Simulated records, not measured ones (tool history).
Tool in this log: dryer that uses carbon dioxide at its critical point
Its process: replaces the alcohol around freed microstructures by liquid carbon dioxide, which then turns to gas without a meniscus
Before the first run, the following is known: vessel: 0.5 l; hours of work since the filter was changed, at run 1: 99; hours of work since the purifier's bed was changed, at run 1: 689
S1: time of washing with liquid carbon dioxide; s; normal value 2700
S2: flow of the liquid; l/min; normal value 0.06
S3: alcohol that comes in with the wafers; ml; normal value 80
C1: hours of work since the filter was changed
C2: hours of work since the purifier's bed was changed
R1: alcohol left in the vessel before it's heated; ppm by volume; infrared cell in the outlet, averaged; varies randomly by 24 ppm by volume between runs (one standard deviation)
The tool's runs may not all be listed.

run,hour,S1,S2,S3,C1,C2,R1
1,0,2700,0.06,80,99,689,1989
2,39.6,2700,0.06,80,127,717,2043
3,77.1,2700,0.06,80,154,744,2218
4,106.3,2700,0.06,56,174,764,1668
# hour 137.2: purifier's bed changed
5,140.1,2700,0.06,56,196,2,1538
6,185.2,2700,0.06,56,227,34,1669
7,210.5,2700,0.06,56,245,52,1663
# hour 235.5: inlet filter changed
8,251.2,3540,0.06,73,11,79,358
9,302.7,1920,0.0545,80,47,116,8530
10,340.5,4140,0.0524,66,74,142,356
11,367.6,2940,0.0885,51,93,161,100
12,419.3,4320,0.1003,25,129,198,50
13,471.1,4320,0.1003,25,166,234,46
14,521,2520,0.0567,31,201,269,1454

Below are 3 alternative next runs, each starting from the tool's condition after run 14. Predict each:
A,544.2,1620,0.0665,120,217,285,?
B,544.2,1980,0.06,21,217,285,?
C,544.2,2520,0.0668,31,217,285,?

run,R1
A,13942
B,1911
C,766
What these runs would have given with no unlogged condition in the tool:
run,R1
A,10794
B,1413
C,485
